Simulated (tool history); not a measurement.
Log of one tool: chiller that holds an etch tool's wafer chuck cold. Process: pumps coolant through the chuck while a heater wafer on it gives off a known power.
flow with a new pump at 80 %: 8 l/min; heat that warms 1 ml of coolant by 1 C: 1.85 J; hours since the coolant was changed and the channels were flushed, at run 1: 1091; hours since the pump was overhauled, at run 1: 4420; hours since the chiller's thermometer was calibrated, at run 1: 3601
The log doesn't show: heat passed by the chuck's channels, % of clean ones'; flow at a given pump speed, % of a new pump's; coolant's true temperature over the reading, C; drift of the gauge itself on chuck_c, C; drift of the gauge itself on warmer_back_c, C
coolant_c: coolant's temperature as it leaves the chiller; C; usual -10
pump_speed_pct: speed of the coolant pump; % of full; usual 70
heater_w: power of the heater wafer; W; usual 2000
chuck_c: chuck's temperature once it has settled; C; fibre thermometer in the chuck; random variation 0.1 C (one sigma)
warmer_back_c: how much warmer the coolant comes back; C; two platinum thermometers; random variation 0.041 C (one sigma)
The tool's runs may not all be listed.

run,hour,coolant_c,pump_speed_pct,heater_w,hours since the coolant was changed and the channels were flushed,hours since the pump was overhauled,hours since the chiller's thermometer was calibrated,chuck_c,warmer_back_c
1,0.0,-10,70,2000,1091,4420,3601,8.9,9.47
2,84.7,-10,70,2000,1176,4505,3686,9.0,9.50
3,143.4,-10,70,2000,1235,4564,3745,8.8,9.49
# hour 187.8: coolant pump overhauled
4,203.9,-10,70,1570,1290,16,3800,4.7,7.49
5,318.6,-10,90,1570,1405,131,3915,2.4,5.58
6,379.2,-10,90,1570,1465,191,3975,2.4,5.64
7,474.3,-10,70,2447,1561,287,4070,12.9,11.66
8,588.1,-10,70,2447,1674,400,4184,12.9,11.71
9,701.0,-10,70,2000,1787,513,4297,8.8,9.60
10,782.1,-10,70,2000,1868,594,4378,8.9,9.51
11,858.3,-18,74,1256,1944,670,4454,-6.6,5.73
12,926.5,-8,69,1256,2013,739,4523,4.0,6.16
13,986.3,-12,86,2000,2072,798,4582,4.2,7.58
14,1067.3,-12,86,2000,2153,879,4663,4.2,7.58
15,1193.4,-10,98,2000,2280,1006,4790,4.9,6.61
16,1271.8,-19,70,1192,2358,1084,4868,-7.9,5.78

The next listed run, before its measurement:
17,1368.3,-17,70,1220,2454,1180,4964,?,?

{"run 17": {"chuck_c": -5.5, "warmer_back_c": 5.99}}
Without the tool's hidden state the same run would have given chuck_c -5.6 C, warmer_back_c 5.83 C.
